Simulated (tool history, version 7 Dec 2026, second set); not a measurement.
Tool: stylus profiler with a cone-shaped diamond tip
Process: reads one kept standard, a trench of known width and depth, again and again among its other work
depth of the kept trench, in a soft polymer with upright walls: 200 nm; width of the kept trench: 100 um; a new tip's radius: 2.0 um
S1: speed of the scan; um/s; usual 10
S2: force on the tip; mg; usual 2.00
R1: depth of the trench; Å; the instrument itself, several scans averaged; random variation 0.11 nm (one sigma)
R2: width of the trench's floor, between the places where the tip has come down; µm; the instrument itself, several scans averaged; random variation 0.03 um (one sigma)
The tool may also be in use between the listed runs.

run,hour,S1,S2,R1,R2
1,0.0,10,2.00,2023.0,98.08
2,14.0,10,2.00,2022.1,98.07
3,22.4,10,3.92,2037.2,98.12
4,34.8,15,3.92,2038.3,98.07
5,47.9,15,3.92,2036.6,98.11
6,57.4,10,2.00,2023.3,98.08
7,67.3,10,2.00,2021.1,98.12
8,85.0,10,2.00,2022.3,98.11
9,97.7,10,5.20,2046.3,98.06
10,115.8,10,2.00,2020.5,98.07
11,127.0,10,1.66,2018.1,98.04
12,134.9,10,1.66,2017.9,98.01
13,144.4,10,1.66,2018.8,98.07
14,152.0,10,1.66,2018.3,98.08
15,168.5,10,1.66,2017.4,98.09
16,185.8,10,1.66,2018.0,98.05
17,201.8,5,2.00,2021.6,98.04
18,213.9,5,2.00,2020.2,98.06
19,230.0,5,2.00,2022.5,98.08
20,246.0,5,2.00,2021.8,98.10
21,263.8,10,2.00,2020.7,98.01
22,271.2,7,0.85,2007.7,98.05
23,289.4,4,2.34,2023.9,98.06
24,306.7,4,2.34,2023.7,98.08

The next listed run, before its measurement:
25,315.2,4,0.96,?,?

R1: 2011.3 Å
R2: 98.07 µm
Without the tool's hidden state the same run would have given R1 2017.1 Å, R2 98.27 µm.

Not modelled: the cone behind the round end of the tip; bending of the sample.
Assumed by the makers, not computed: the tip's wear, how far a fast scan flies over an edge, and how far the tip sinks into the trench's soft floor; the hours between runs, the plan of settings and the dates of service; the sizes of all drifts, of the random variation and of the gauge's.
